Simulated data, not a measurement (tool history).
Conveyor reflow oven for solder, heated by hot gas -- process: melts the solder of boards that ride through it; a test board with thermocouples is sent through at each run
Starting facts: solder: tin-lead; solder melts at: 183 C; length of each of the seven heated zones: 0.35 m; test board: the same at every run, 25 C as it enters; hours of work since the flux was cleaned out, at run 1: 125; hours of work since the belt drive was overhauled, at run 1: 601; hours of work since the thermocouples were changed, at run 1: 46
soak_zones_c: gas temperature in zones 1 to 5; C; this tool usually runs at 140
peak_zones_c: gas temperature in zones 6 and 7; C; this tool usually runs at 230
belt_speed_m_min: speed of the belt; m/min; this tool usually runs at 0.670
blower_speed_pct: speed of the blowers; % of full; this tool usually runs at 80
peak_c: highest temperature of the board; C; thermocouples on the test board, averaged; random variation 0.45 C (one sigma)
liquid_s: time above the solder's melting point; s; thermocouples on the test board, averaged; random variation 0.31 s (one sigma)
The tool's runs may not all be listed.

run,hour,soak_zones_c,peak_zones_c,belt_speed_m_min,blower_speed_pct,hours of work since the flux was cleaned out,hours of work since the belt drive was overhauled,hours of work since the thermocouples were changed,peak_c,liquid_s
1,0.0,140,230,0.670,80,125,601,46,215.7,47.0
2,9.7,140,230,0.670,86,130,605,51,216.2,47.8
3,24.4,140,230,0.670,86,136,612,58,217.4,47.8
4,33.5,140,230,0.670,86,141,616,62,217.0,47.9
5,44.5,140,230,0.566,80,146,621,67,220.4,59.7
6,52.6,140,230,0.566,58,149,625,71,215.5,56.1
7,70.5,140,230,0.670,80,158,633,79,216.4,47.3
8,89.5,140,230,0.670,80,166,642,88,216.0,47.5
9,100.7,140,230,0.670,80,172,647,93,214.5,46.9
10,114.4,140,230,0.670,70,178,654,99,214.7,45.6
11,127.9,150,230,0.670,80,184,660,106,217.9,51.3
12,139.3,150,230,0.670,80,190,665,111,218.0,51.3
13,158.2,140,230,0.542,80,198,674,120,220.8,63.2
14,170.1,150,230,0.542,80,204,679,125,222.4,68.1
15,184.4,150,230,0.542,80,210,686,132,222.6,67.8
16,203.8,140,230,0.670,80,219,695,141,215.1,47.2
17,213.2,140,230,0.670,80,224,699,145,215.5,47.1
18,231.6,140,230,0.663,57,232,708,154,210.1,43.2
19,248.9,140,242,0.695,80,240,716,162,225.3,50.7
20,265.2,152,228,0.606,80,248,724,169,218.0,59.0
21,277.4,143,233,0.799,60,254,729,175,207.8,33.4
# hour 285.8: flux residue cleaned out of gas plates and filters
22,291.5,153,237,0.668,83,3,733,179,224.6,56.2
23,306.6,151,237,0.545,83,10,740,186,229.7,71.2
24,316.7,126,230,0.670,59,14,745,191,207.6,36.2
25,331.0,134,223,0.782,55,21,752,197,196.8,21.1
26,343.3,134,226,0.728,55,27,757,203,202.0,29.3
27,355.5,134,226,0.728,55,32,763,209,201.7,28.9
28,374.9,134,226,0.728,55,41,772,218,202.1,29.4
29,389.7,134,226,0.728,55,48,779,224,201.4,28.8
30,405.7,127,226,0.593,55,56,786,232,207.8,42.4
31,424.2,126,244,0.711,64,64,795,240,219.9,41.6

Forecast each of these 4 alternatives for the next run:
A,437.8,126,228,0.555,68,70,801,247,?,?
B,437.8,140,233,0.742,83,70,801,247,?,?
C,437.8,140,230,0.737,80,70,801,247,?,?
D,437.8,126,221,0.759,64,70,801,247,?,?

run,peak_c,liquid_s
A,214.7,52.6
B,216.4,42.4
C,213.2,40.4
D,197.0,22.2
Had the tool no hidden state, the same runs would have come out as:
run,peak_c,liquid_s
A,214.7,52.5
B,216.4,42.4
C,213.2,40.4
D,197.0,22.1
